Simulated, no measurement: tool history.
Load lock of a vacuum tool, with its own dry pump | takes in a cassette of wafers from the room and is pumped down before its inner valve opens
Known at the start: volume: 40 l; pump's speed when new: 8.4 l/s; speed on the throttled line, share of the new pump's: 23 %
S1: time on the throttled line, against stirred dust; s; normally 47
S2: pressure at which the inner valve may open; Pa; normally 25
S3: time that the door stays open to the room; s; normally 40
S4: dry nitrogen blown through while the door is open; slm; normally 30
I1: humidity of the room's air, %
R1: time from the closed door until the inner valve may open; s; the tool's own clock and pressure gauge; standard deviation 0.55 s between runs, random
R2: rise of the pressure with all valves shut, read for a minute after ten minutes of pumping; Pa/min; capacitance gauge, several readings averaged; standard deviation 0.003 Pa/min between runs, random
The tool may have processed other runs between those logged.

{"run": 1, "day": 0.0, "S1": 47, "S2": 25, "S3": 40, "S4": 30, "I1": 44.2, "R1": 82.1, "R2": 0.057}
{"day": 7.292, "done": "dry pump taken out, an overhauled one fitted"}
{"run": 2, "day": 20.388, "S1": 47, "S2": 25, "S3": 40, "S4": 30, "I1": 45.3, "R1": 77.4, "R2": 0.06}
{"run": 3, "day": 38.654, "S1": 47, "S2": 25, "S3": 40, "S4": 30, "I1": 44.1, "R1": 76.4, "R2": 0.069}
{"run": 4, "day": 48.796, "S1": 28, "S2": 25, "S3": 40, "S4": 30, "I1": 46.0, "R1": 62.2, "R2": 0.073}
{"run": 5, "day": 72.717, "S1": 59, "S2": 25, "S3": 40, "S4": 30, "I1": 44.5, "R1": 85.6, "R2": 0.079}
{"run": 6, "day": 91.825, "S1": 59, "S2": 25, "S3": 40, "S4": 30, "I1": 45.8, "R1": 86.2, "R2": 0.094}
{"run": 7, "day": 108.192, "S1": 47, "S2": 25, "S3": 40, "S4": 30, "I1": 41.7, "R1": 78.2, "R2": 0.096}
{"run": 8, "day": 122.404, "S1": 47, "S2": 29, "S3": 40, "S4": 30, "I1": 42.0, "R1": 76.1, "R2": 0.109}
{"run": 9, "day": 144.362, "S1": 47, "S2": 38, "S3": 40, "S4": 30, "I1": 45.3, "R1": 75.5, "R2": 0.123}
{"run": 10, "day": 167.179, "S1": 47, "S2": 38, "S3": 40, "S4": 30, "I1": 49.9, "R1": 75.1, "R2": 0.135}
{"run": 11, "day": 186.383, "S1": 47, "S2": 25, "S3": 40, "S4": 30, "I1": 43.9, "R1": 78.3, "R2": 0.14}
{"run": 12, "day": 200.971, "S1": 47, "S2": 25, "S3": 40, "S4": 30, "I1": 45.2, "R1": 78.0, "R2": 0.155}
{"run": 13, "day": 217.362, "S1": 47, "S2": 25, "S3": 232, "S4": 30, "I1": 44.2, "R1": 78.2, "R2": 0.185}
{"run": 14, "day": 240.025, "S1": 47, "S2": 25, "S3": 232, "S4": 30, "I1": 47.0, "R1": 78.2, "R2": 0.199}
{"run": 15, "day": 261.454, "S1": 47, "S2": 25, "S3": 232, "S4": 30, "I1": 49.5, "R1": 79.6, "R2": 0.206}
{"run": 16, "day": 271.546, "S1": 47, "S2": 25, "S3": 232, "S4": 30, "I1": 48.6, "R1": 79.5, "R2": 0.221}
{"run": 17, "day": 282.346, "S1": 47, "S2": 25, "S3": 232, "S4": 30, "I1": 46.1, "R1": 79.7, "R2": 0.229}
{"run": 18, "day": 303.662, "S1": 74, "S2": 25, "S3": 76, "S4": 30, "I1": 43.7, "R1": 100.3, "R2": 0.228}
{"run": 19, "day": 327.683, "S1": 89, "S2": 49, "S3": 143, "S4": 6, "I1": 46.4, "R1": 108.4, "R2": 0.297}
{"run": 20, "day": 344.646, "S1": 28, "S2": 35, "S3": 143, "S4": 5, "I1": 44.7, "R1": 64.0, "R2": 0.301}
{"run": 21, "day": 364.217, "S1": 67, "S2": 35, "S3": 55, "S4": 5, "I1": 45.1, "R1": 93.6, "R2": 0.295}
{"run": 22, "day": 374.35, "S1": 67, "S2": 35, "S3": 55, "S4": 5, "I1": 46.6, "R1": 93.9, "R2": 0.298}
{"run": 23, "day": 396.612, "S1": 65, "S2": 24, "S3": 29, "S4": 4, "I1": 43.5, "R1": 95.3, "R2": 0.316}
{"run": 24, "day": 411.675, "S1": 44, "S2": 37, "S3": 51, "S4": 4, "I1": 47.6, "R1": 76.8, "R2": 0.34}
{"run": 25, "day": 425.888, "S1": 47, "S2": 25, "S3": 202, "S4": 30, "I1": 42.7, "R1": 81.7, "R2": 0.335}
{"run": 26, "day": 443.533, "S1": 47, "S2": 25, "S3": 137, "S4": 30, "I1": 46.1, "R1": 82.4, "R2": 0.353}
{"run": 27, "day": 458.662, "S1": 47, "S2": 25, "S3": 137, "S4": 30, "I1": 46.1, "R1": 81.6, "R2": 0.359}
{"run": 28, "day": 472.033, "S1": 47, "S2": 25, "S3": 137, "S4": 30, "I1": 45.4, "R1": 81.9, "R2": 0.377}
{"run": 29, "day": 490.225, "S1": 36, "S2": 19, "S3": 182, "S4": 20, "I1": 46.0, "R1": 75.9, "R2": 0.405}
{"run": 30, "day": 500.533, "S1": 36, "S2": 19, "S3": 182, "S4": 20, "I1": 44.2, "R1": 75.4, "R2": 0.418}
{"day": 515.717, "done": "dry pump taken out, an overhauled one fitted"}
{"run": 31, "day": 519.458, "S1": 24, "S2": 25, "S3": 124, "S4": 22, "I1": 44.9, "R1": 58.2, "R2": 0.425}
{"run": 32, "day": 530.221, "S1": 24, "S2": 25, "S3": 124, "S4": 22, "I1": 45.4, "R1": 57.8, "R2": 0.447}
{"run": 33, "day": 547.475, "S1": 24, "S2": 25, "S3": 206, "S4": 22, "I1": 46.0, "R1": 57.8, "R2": 0.465}

Pick out some run-to-run changes in R1. Of each, how much would a tool without hidden state show as well, from the settings, what came in and chance, and how much is left for the hidden state and any gauge scatter not in both results compared?
Hidden state at play: pump's speed, % of a new pump's; leak at the door's seal, Pa l/s; drift of the gauge itself on ready_s, %; drift of the gauge itself on rise_pa_min, %.
Run 1 -> 2: dry pump taken out, an overhauled one fitted. R1 -4.7 s: hidden state -6.5, all else +1.8.
Run 4 -> 5: S1 28 -> 59. R1 +23.4 s: hidden state +0.1, all else +23.3.
Run 19 -> 20: S1 89 -> 28, S2 49 -> 35, S4 6 -> 5. R1 -44.4 s: hidden state +2.4, all else -46.8.
Run 20 -> 21: S1 28 -> 67, S3 143 -> 55. R1 +29.6 s: hidden state -1.1, all else +30.7.
Run 30 -> 31: S1 36 -> 24, S2 19 -> 25, S3 182 -> 124, S4 20 -> 22, dry pump taken out, an overhauled one fitted. R1 -17.2 s: hidden state -7.5, all else -9.7.
